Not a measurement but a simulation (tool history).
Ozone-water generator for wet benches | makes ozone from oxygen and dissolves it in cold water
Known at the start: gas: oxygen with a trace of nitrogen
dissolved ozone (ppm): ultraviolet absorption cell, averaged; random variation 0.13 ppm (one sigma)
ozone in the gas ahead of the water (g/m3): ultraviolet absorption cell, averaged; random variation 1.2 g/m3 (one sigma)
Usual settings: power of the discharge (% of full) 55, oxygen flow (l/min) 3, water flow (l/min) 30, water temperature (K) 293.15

run,hour,power of the discharge (% of full),oxygen flow (l/min),water flow (l/min),water temperature (K),dissolved ozone (ppm),ozone in the gas ahead of the water (g/m3)
1,0,55,3,30,293.15,13.1,210.2
2,98.7,55,3,30,295.15,12.9,209.5
3,165.2,55,4.33,30,295.15,14.5,181.7
4,230.8,55,4.33,30,295.15,14.3,183.6
# hour 299.9: water thermometer calibrated
5,323.2,55,4.33,30,295.15,14.5,182.4
6,442.1,55,3.66,30,293.15,14,194.2
7,559.8,89,3.66,30,293.15,18.9,263.7
8,690.6,55,3,30,293.15,12.9,208.5
9,801.7,55,3,20,293.15,18.3,205.4
10,857.2,55,3,20,293.15,18.3,205.5
11,921.7,55,3,20,293.15,18,205.7
12,1009.8,55,3,42,293.15,9.4,207.1
13,1091.2,55,3,42,293.15,9.5,205.7
14,1180.4,55,3,42,295.15,9.1,204.8
15,1241.8,55,3,42,295.15,9.1,205
# hour 1372.2: contactor cleaned
16,1382.5,55,1.72,42,295.15,7.2,250.6
17,1467.8,55,1.72,42,295.15,7.3,251.4
18,1587.5,55,2.69,21,295.15,16.5,213.2

Forecast run 19:
19,1653.1,55,2.69,21,295.15,?,?

{"run 19": {"dissolved ozone (ppm)": 16.4, "ozone in the gas ahead of the water (g/m3)": 211}}
Without the tool's hidden state the same run would have given dissolved ozone (ppm) 18.5, ozone in the gas ahead of the water (g/m3) 237.1.
